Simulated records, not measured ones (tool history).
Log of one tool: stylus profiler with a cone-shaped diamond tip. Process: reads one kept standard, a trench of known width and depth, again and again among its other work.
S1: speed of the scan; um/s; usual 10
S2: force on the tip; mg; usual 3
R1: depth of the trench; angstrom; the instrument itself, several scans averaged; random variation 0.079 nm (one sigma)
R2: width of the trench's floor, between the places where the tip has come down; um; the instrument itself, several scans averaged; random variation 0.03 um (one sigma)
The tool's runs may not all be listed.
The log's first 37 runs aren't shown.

Run 38, hour 577.1: usual settings but S1 5 um/s, S2 1.47 mg. Result: R1 1005.7 angstrom, R2 98.27 um.
Run 39, hour 588.6: usual settings but S1 21 um/s, S2 5.36 mg. Result: R1 1016.5 angstrom, R2 98.2 um.
Run 40, hour 603.4: usual settings but S1 21 um/s, S2 5.36 mg. Result: R1 1016.9 angstrom, R2 98.22 um.
Run 41, hour 622.6: usual settings but S1 39 um/s, S2 1.02 mg. Result: R1 1003.4 angstrom, R2 97.84 um.
Run 42, hour 633.3: usual settings but S1 4 um/s, S2 5.39 mg. Result: R1 1018.5 angstrom, R2 98.26 um.
Run 43, hour 655.6: usual settings but S1 2 um/s, S2 2.13 mg. Result: R1 1008.2 angstrom, R2 98.26 um.
Run 44, hour 666.5: usual settings but S2 5.9 mg. Result: R1 1018 angstrom, R2 98.18 um.
Run 45, hour 683.4: usual settings but S1 9 um/s, S2 4.27 mg. Result: R1 1012.9 angstrom, R2 98.22 um.

Forecast each of these 4 alternatives for the next run:
Run A, hour 703.8: usual settings but S1 13 um/s. Result: R1 ?, R2 ?.
Run B, hour 703.8: usual settings but S1 19 um/s, S2 2.68 mg. Result: R1 ?, R2 ?.
Run C, hour 703.8: usual settings but S1 6 um/s, S2 1.14 mg. Result: R1 ?, R2 ?.
Run D, hour 703.8: usual settings but S1 4 um/s, S2 2.47 mg. Result: R1 ?, R2 ?.

run      R1     R2
  A  1008.7  98.15
  B  1009.5  98.05
  C  1003.2  98.23
  D  1008.5  98.22
Without the tool's hidden state the same runs would have given:
run      R1     R2
  A  1011.6  98.52
  B  1012.5  98.42
  C  1006.1   98.6
  D  1011.4  98.59

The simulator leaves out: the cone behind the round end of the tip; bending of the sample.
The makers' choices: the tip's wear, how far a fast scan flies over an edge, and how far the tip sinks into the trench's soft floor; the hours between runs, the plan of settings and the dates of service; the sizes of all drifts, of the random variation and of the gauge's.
